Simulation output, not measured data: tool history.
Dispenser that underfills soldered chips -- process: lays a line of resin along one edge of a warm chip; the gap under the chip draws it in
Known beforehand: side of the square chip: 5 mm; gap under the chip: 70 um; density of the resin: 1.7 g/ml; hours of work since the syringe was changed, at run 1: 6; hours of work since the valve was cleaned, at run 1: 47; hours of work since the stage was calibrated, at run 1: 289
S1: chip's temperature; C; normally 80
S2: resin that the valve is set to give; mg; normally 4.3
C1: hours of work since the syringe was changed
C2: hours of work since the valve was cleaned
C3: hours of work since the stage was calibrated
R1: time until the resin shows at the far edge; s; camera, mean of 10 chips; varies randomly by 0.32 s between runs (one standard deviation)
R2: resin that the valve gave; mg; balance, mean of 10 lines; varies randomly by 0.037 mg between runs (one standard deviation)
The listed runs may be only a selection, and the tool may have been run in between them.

run	hour	S1	S2	C1	C2	C3	R1	R2
1	0	80	4.3	6	47	289	17.5	4.11
# hour 2.1: new syringe of resin
2	7.7	80	4.3	4	53	294	15.9	4.12
3	11.5	80	4.3	7	56	297	17.8	4.02
# hour 12.9: new syringe of resin
4	15.9	80	3.99	2	59	301	15.1	3.81
# hour 23.3: new syringe of resin
5	23.3	80	3.99	0	65	306	14.1	3.77
6	28.5	80	3.99	4	69	310	16	3.72
# hour 32.9: dispensing valve cleaned and set on the balance
7	33.3	80	3.99	7	0	313	17.4	3.92
# hour 34.7: new syringe of resin
8	37.8	80	3.99	2	4	316	14	4
9	43.5	80	4.3	7	8	321	17.6	4.26
# hour 45.7: new syringe of resin
10	47.7	80	4.48	2	11	324	14.1	4.38
11	53.1	80	4.3	6	15	328	16.4	4.21
# hour 56.2: new syringe of resin
12	62.5	80	4.3	5	22	335	15.6	4.24
# hour 67.1: new syringe of resin
13	68.1	81	4.3	1	27	339	13	4.24
# hour 77.6: new syringe of resin
14	77.6	81	4.3	0	34	347	12.5	4.2
15	86	80	4.28	7	40	353	17.4	4.13
# hour 88: new syringe of resin
16	95.6	80	4.28	6	48	360	17.2	4.12
# hour 98.3: new syringe of resin
17	103.4	80	4.28	4	53	366	15.7	4.14
18	107.8	94	4.71	7	57	370	9.5	4.46
# hour 108.7: new syringe of resin
19	114	94	4.71	4	61	374	8.3	4.48
# hour 119.2: new syringe of resin
20	119.4	94	4.71	0	65	378	7.4	4.46
# hour 128.1: dispensing valve cleaned and set on the balance
21	129.2	88	4.71	7	1	385	12.6	4.68
# hour 130.7: new syringe of resin
22	134.9	66	5.28	3	5	389	29.8	5.27
23	139.9	84	3.93	7	9	393	16	3.92
# hour 141: new syringe of resin
24	145.8	83	3.84	4	13	398	14.2	3.76
# hour 151.6: new syringe of resin
25	153.6	80	5.5	2	19	404	14.1	5.39
26	160.6	80	5.5	7	25	409	18.1	5.37
# hour 162.1: new syringe of resin
27	167.6	80	5.5	4	30	414	16.2	5.32
# hour 172.9: new syringe of resin
28	174.2	80	5.5	1	35	419	14.3	5.27
29	179.7	84	4.68	5	39	423	14.1	4.63
# hour 183.6: new syringe of resin
30	188.8	95	4.05	4	46	430	7.7	3.9
# hour 194: new syringe of resin
31	194.4	95	4.05	0	50	434	7	3.92
32	200.3	95	5.37	5	55	439	8.6	5.01
# hour 204.5: new syringe of resin
33	208.3	76	4.17	3	61	445	19.3	3.98
# hour 214.9: new syringe of resin
34	214.9	76	4.17	0	66	450	17.3	3.96

What if the next run were any one of these 4? Each begins from the tool's condition after run 34:
# hour 223.5: dispensing valve cleaned and set on the balance
A	224.8	81	4.5	7	1	457	?	?
# hour 223.5: dispensing valve cleaned and set on the balance
B	224.8	65	4.62	7	1	457	?	?
# hour 223.5: dispensing valve cleaned and set on the balance
C	224.8	81	4.3	7	1	457	?	?
# hour 223.5: dispensing valve cleaned and set on the balance
D	224.8	76	3.85	7	1	457	?	?

run	R1	R2
A	17.6	4.51
B	38.9	4.6
C	17.3	4.3
D	24.1	3.86
With the hidden condition removed and each run's random variation left untouched, the same runs would have given:
run	R1	R2
A	11.4	4.52
B	25.1	4.61
C	11.2	4.31
D	15.8	3.87
